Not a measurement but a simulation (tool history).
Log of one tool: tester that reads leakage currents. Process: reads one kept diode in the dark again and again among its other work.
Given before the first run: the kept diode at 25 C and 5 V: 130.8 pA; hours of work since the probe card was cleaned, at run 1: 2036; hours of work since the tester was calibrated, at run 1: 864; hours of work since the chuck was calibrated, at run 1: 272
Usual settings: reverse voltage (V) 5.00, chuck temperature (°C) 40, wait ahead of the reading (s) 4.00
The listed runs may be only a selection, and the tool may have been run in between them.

run      day  reverse voltage (V)  chuck temperature (°C)  wait ahead of the reading (s)  hours of work since the probe card was cleaned  hours of work since the tester was calibrated  hours of work since the chuck was calibrated  current that the tester gives (pA)
  1    0.000                 5.00                      40                           4.00                                            2036                                            864                                           272                              411.96
  2    4.117                 5.00                      40                           4.00                                            2107                                            936                                           344                              413.14
  3    6.142                 5.00                      40                           4.00                                            2142                                            971                                           379                              412.36
  4    8.258                 5.00                      40                           4.00                                            2179                                           1007                                           415                              412.89
  5   12.796                 5.00                      40                           4.00                                            2257                                           1086                                           494                              411.26
  6   16.083                 5.00                      40                           4.00                                            2314                                           1143                                           551                              412.33
  7   19.088                 5.00                      40                           4.00                                            2366                                           1195                                           603                              409.32
  8   23.012                17.77                      40                           4.00                                            2434                                           1263                                           671                              631.85
  9   26.438                17.77                      40                           4.00                                            2493                                           1322                                           730                              633.53
 10   29.512                17.77                      40                           4.00                                            2547                                           1375                                           783                              632.28
 11   33.588                 5.00                      40                           3.32                                            2617                                           1446                                           854                              412.08
 12   36.583                 5.00                      40                           3.32                                            2669                                           1498                                           906                              411.77
 13   39.604                 5.00                      40                           1.98                                            2721                                           1550                                           958                              411.24
 14   42.921                 5.00                      40                           1.98                                            2779                                           1607                                          1015                              413.62
 15   45.175                 5.00                      40                           4.00                                            2818                                           1646                                          1054                              412.76
 16   48.896                 5.00                      40                           4.00                                            2882                                           1711                                          1119                              412.17
 17   50.817                 9.97                      40                           4.00                                            2915                                           1744                                          1152                              520.29
 18   54.904                 9.97                      40                           4.00                                            2986                                           1815                                          1223                              522.76
 19   58.433                 9.97                      40                           4.00                                            3047                                           1876                                          1284                              518.59
 20   62.175                 9.97                      40                           4.00                                            3112                                           1941                                          1349                              519.26
 21   64.712                16.72                      24                           9.54                                            3156                                           1985                                          1393                              181.90
 22   66.817                 2.04                      24                           9.54                                            3192                                           2021                                          1429                               89.61
 23   71.467                 5.00                      53                           8.01                                            3273                                           2102                                          1510                             1017.70
 24   75.212                 1.52                      22                           0.59                                            3338                                           2167                                          1574                               69.81
 25   77.396                 1.52                      25                           0.96                                            3376                                           2204                                          1612                               87.98
 26   81.062                 1.52                      25                           0.96                                            3439                                           2268                                          1676                               88.16
 27   83.179                 1.52                      28                           2.46                                            3476                                           2304                                          1712                              111.21
 28   86.925                14.85                      28                           2.46                                            3541                                           2369                                          1777                              241.80
 29   90.583                 5.00                      24                           4.00                                            3604                                           2433                                          1841                              122.00
 30   93.892                 4.73                      56                           4.00                                            3661                                           2490                                          1898                             1220.81
      94.708  -- chuck's temperature calibrated
 31   96.838                 4.73                      56                           4.00                                            3711                                           2539                                            37                             1216.40
 32  101.462                 4.73                      56                           4.00                                            3791                                           2620                                           117                             1221.00
 33  105.512                 4.73                      56                           4.00                                            3861                                           2690                                           187                             1220.24
 34  109.075                 5.00                      40                           3.15                                            3923                                           2751                                           249                              411.45
     109.792  -- probe card cleaned and baked
 35  113.442                 2.97                      31                           0.96                                              63                                           2825                                           322                              177.19
 36  116.288                 2.97                      31                           0.96                                             112                                           2874                                           371                              176.54
 37  118.979                 2.29                      23                           0.56                                             159                                           2921                                           418                               86.70

5 options for the next run, each taken on its own from the tool as it stands now. Forecast them:
  A  122.858                 2.29                      47                           7.72                                             226                                           2988                                           485                                   ?
  B  122.858                19.69                      40                           1.61                                             226                                           2988                                           485                                   ?
  C  122.858                 2.61                      22                           4.00                                             226                                           2988                                           485                                   ?
  D  122.858                 1.13                      23                           0.56                                             226                                           2988                                           485                                   ?
  E  122.858                 9.40                      52                           3.55                                             226                                           2988                                           485                                   ?

run  current that the tester gives (pA)
  A                              521.67
  B                              655.61
  C                               82.59
  D                               67.87
  E                             1170.57
With no hidden state in the tool, these same runs would have given:
run  current that the tester gives (pA)
  A                              522.06
  B                              656.07
  C                               82.65
  D                               67.92
  E                             1171.41

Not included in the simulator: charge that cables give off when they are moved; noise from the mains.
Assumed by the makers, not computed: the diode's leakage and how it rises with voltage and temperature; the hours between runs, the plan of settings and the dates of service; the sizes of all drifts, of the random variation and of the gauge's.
